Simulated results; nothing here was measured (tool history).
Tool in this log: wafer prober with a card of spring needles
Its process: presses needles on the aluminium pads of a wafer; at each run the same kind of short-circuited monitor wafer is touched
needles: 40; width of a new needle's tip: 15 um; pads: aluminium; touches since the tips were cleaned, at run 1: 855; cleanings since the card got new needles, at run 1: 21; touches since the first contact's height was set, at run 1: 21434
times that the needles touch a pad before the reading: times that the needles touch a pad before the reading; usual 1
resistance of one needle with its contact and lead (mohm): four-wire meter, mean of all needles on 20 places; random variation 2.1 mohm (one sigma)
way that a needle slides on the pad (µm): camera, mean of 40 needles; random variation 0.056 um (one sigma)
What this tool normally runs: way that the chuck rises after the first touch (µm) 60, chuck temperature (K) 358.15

| run | hour | way that the chuck rises after the first touch (µm) | chuck temperature (K) | times that the needles touch a pad before the reading | touches since the tips were cleaned | cleanings since the card got new needles | touches since the first contact's height was set | resistance of one needle with its contact and lead (mohm) | way that a needle slides on the pad (µm) |
|---|---|---|---|---|---|---|---|---|---|
| 1 | 0 | 60 | 358.15 | 1 | 855 | 21 | 21434 | 232 | 14.75 |
|  | 16.2 | tips cleaned on abrasive film |
|  | 32.4 | tips cleaned on abrasive film |
|  | 52.3 | tips cleaned on abrasive film |
| 2 | 66.8 | 60 | 358.15 | 1 | 6156 | 24 | 49731 | 242 | 14.63 |
|  | 70.9 | tips cleaned on abrasive film |
|  | 91.2 | tips cleaned on abrasive film |
|  | 111.4 | tips cleaned on abrasive film |
|  | 131.7 | tips cleaned on abrasive film |
|  | 147.9 | tips cleaned on abrasive film |
| 3 | 156 | 60 | 358.15 | 1 | 3446 | 29 | 87475 | 238 | 14.47 |
|  | 168 | tips cleaned on abrasive film |
|  | 184.2 | tips cleaned on abrasive film |
|  | 200.5 | tips cleaned on abrasive film |
|  | 220.5 | tips cleaned on abrasive film |
| 4 | 222.5 | 60 | 358.15 | 1 | 857 | 33 | 115576 | 230 | 14.4 |
|  | 238.7 | tips cleaned on abrasive film |
|  | 258.6 | tips cleaned on abrasive film |
|  | 278.5 | tips cleaned on abrasive film |
|  | 290.9 | height of the first contact set anew |
|  | 295.1 | tips cleaned on abrasive film |
| 5 | 298.4 | 60 | 358.15 | 1 | 1424 | 37 | 3139 | 235 | 14.7 |
|  | 314.3 | tips cleaned on abrasive film |
|  | 330.6 | tips cleaned on abrasive film |
| 6 | 340.5 | 60 | 358.15 | 1 | 4218 | 39 | 20955 | 240 | 14.58 |
|  | 348.6 | tips cleaned on abrasive film |
|  | 368.8 | tips cleaned on abrasive film |
|  | 388.8 | tips cleaned on abrasive film |
| 7 | 392.6 | 60 | 358.15 | 2 | 1623 | 42 | 43008 | 230 | 14.59 |
|  | 408.8 | tips cleaned on abrasive film |
|  | 429.1 | tips cleaned on abrasive film |
|  | 445.3 | tips cleaned on abrasive film |
|  | 465.6 | tips cleaned on abrasive film |
|  | 481.8 | tips cleaned on abrasive film |
| 8 | 482.7 | 60 | 358.15 | 2 | 369 | 47 | 81106 | 229 | 14.58 |
|  | 498.9 | tips cleaned on abrasive film |
|  | 519.1 | tips cleaned on abrasive film |
|  | 539.3 | tips cleaned on abrasive film |
|  | 555.5 | tips cleaned on abrasive film |
| 9 | 563 | 60 | 358.15 | 2 | 3160 | 51 | 115102 | 236 | 14.34 |
|  | 575.2 | tips cleaned on abrasive film |
|  | 591.4 | tips cleaned on abrasive film |
|  | 607.6 | tips cleaned on abrasive film |
|  | 627.6 | tips cleaned on abrasive film |
| 10 | 627.6 | 60 | 358.15 | 2 | 0 | 55 | 142433 | 231 | 14.19 |
|  | 631.9 | height of the first contact set anew |
|  | 648.2 | tips cleaned on abrasive film |
|  | 668.4 | tips cleaned on abrasive film |
|  | 688.3 | tips cleaned on abrasive film |
| 11 | 698.5 | 60 | 358.15 | 1 | 4339 | 58 | 28197 | 241 | 14.67 |
|  | 706.7 | tips cleaned on abrasive film |
|  | 722.9 | tips cleaned on abrasive film |
|  | 742.9 | tips cleaned on abrasive film |
|  | 759.1 | tips cleaned on abrasive film |
| 12 | 769 | 60 | 358.15 | 1 | 4214 | 62 | 58012 | 244 | 14.65 |
|  | 777.2 | tips cleaned on abrasive film |
|  | 797.2 | tips cleaned on abrasive film |
|  | 813.4 | tips cleaned on abrasive film |
|  | 833.6 | tips cleaned on abrasive film |
|  | 849.8 | tips cleaned on abrasive film |
| 13 | 851.1 | 62 | 358.15 | 1 | 554 | 67 | 92754 | 233 | 14.99 |
|  | 867.4 | tips cleaned on abrasive film |
|  | 887.4 | tips cleaned on abrasive film |
|  | 906.1 | tips cleaned on abrasive film |
| 14 | 906.1 | 62 | 358.15 | 1 | 0 | 70 | 115986 | 231 | 14.9 |
|  | 926.3 | tips cleaned on abrasive film |
|  | 946.4 | tips cleaned on abrasive film |
| 15 | 950.6 | 62 | 324.15 | 1 | 1807 | 72 | 134855 | 231 | 14.92 |
|  | 962.8 | tips cleaned on abrasive film |
|  | 975.2 | height of the first contact set anew |
|  | 979.3 | tips cleaned on abrasive film |
|  | 995.5 | tips cleaned on abrasive film |
|  | 1015.5 | tips cleaned on abrasive film |
|  | 1032.3 | tips cleaned on abrasive film |
| 16 | 1032.3 | 62 | 324.15 | 1 | 0 | 77 | 24141 | 218 | 15.18 |
|  | 1052.5 | tips cleaned on abrasive film |
|  | 1072.7 | tips cleaned on abrasive film |
|  | 1088.9 | tips cleaned on abrasive film |
|  | 1106.1 | tips cleaned on abrasive film |
| 17 | 1106.1 | 42 | 352.15 | 3 | 0 | 81 | 55367 | 233 | 10.21 |
|  | 1122.3 | tips cleaned on abrasive film |
|  | 1142.6 | tips cleaned on abrasive film |
|  | 1158.8 | tips cleaned on abrasive film |
|  | 1179 | tips cleaned on abrasive film |
| 18 | 1181.9 | 56 | 358.15 | 1 | 1238 | 85 | 87461 | 232 | 13.6 |
|  | 1198.2 | tips cleaned on abrasive film |
|  | 1214.4 | tips cleaned on abrasive film |
|  | 1230.6 | tips cleaned on abrasive film |
| 19 | 1239.5 | 60 | 328.15 | 3 | 3778 | 88 | 111818 | 225 | 14.4 |
|  | 1247.5 | tips cleaned on abrasive film |
|  | 1267.4 | tips cleaned on abrasive film |
|  | 1283.6 | tips cleaned on abrasive film |
|  | 1303.9 | tips cleaned on abrasive film |
|  | 1316.3 | height of the first contact set anew |
|  | 1324.4 | tips cleaned on abrasive film |
| 20 | 1326.4 | 60 | 328.15 | 3 | 844 | 93 | 4274 | 222 | 14.73 |
|  | 1342.6 | tips cleaned on abrasive film |
|  | 1362.6 | tips cleaned on abrasive film |
| 21 | 1367.9 | 60 | 355.15 | 1 | 2249 | 95 | 21842 | 234 | 14.69 |
|  | 1380.1 | tips cleaned on abrasive film |
|  | 1400 | tips cleaned on abrasive film |
| 22 | 1411.4 | 60 | 355.15 | 1 | 4834 | 97 | 40241 | 241 | 14.65 |
|  | 1419.5 | tips cleaned on abrasive film |
|  | 1439.7 | tips cleaned on abrasive film |
|  | 1460 | tips cleaned on abrasive film |
|  | 1476.2 | tips cleaned on abrasive film |
| 23 | 1487.7 | 68 | 301.15 | 1 | 4919 | 101 | 72567 | 228 | 16.56 |
|  | 1495.9 | tips cleaned on abrasive film |
|  | 1515.9 | tips cleaned on abrasive film |
|  | 1532.1 | tips cleaned on abrasive film |
|  | 1549.2 | tips cleaned on abrasive film |
| 24 | 1549.2 | 54 | 301.15 | 1 | 0 | 105 | 98568 | 216 | 12.99 |
|  | 1569.5 | tips cleaned on abrasive film |
|  | 1589.8 | tips cleaned on abrasive film |
| 25 | 1593.7 | 58 | 312.15 | 1 | 1694 | 107 | 117410 | 226 | 13.87 |
|  | 1610 | tips cleaned on abrasive film |
|  | 1630.1 | tips cleaned on abrasive film |
|  | 1646.3 | tips cleaned on abrasive film |
|  | 1658.7 | height of the first contact set anew |
|  | 1666.8 | tips cleaned on abrasive film |
| 26 | 1678.7 | 65 | 358.15 | 1 | 5060 | 111 | 8489 | 243 | 16.04 |

Here are 3 independent what-if runs from the current tool condition. What would each one return?
|  | 1686.9 | tips cleaned on abrasive film |
|  | 1707.2 | tips cleaned on abrasive film |
|  | 1727.4 | tips cleaned on abrasive film |
| A | 1734.8 | 49 | 358.15 | 1 | 3165 | 114 | 32233 | ? | ? |
|  | 1686.9 | tips cleaned on abrasive film |
|  | 1707.2 | tips cleaned on abrasive film |
|  | 1727.4 | tips cleaned on abrasive film |
| B | 1734.8 | 48 | 346.15 | 1 | 3165 | 114 | 32233 | ? | ? |
|  | 1686.9 | tips cleaned on abrasive film |
|  | 1707.2 | tips cleaned on abrasive film |
|  | 1727.4 | tips cleaned on abrasive film |
| C | 1734.8 | 63 | 365.15 | 1 | 3165 | 114 | 32233 | ? | ? |

| run | resistance of one needle with its contact and lead (mohm) | way that a needle slides on the pad (µm) |
|---|---|---|
| A | 251 | 11.91 |
| B | 249 | 11.74 |
| C | 237 | 15.43 |
Had the tool no hidden state, the same runs would have come out as:
| run | resistance of one needle with its contact and lead (mohm) | way that a needle slides on the pad (µm) |
|---|---|---|
| A | 230 | 12.01 |
| B | 226 | 11.84 |
| C | 224 | 15.53 |
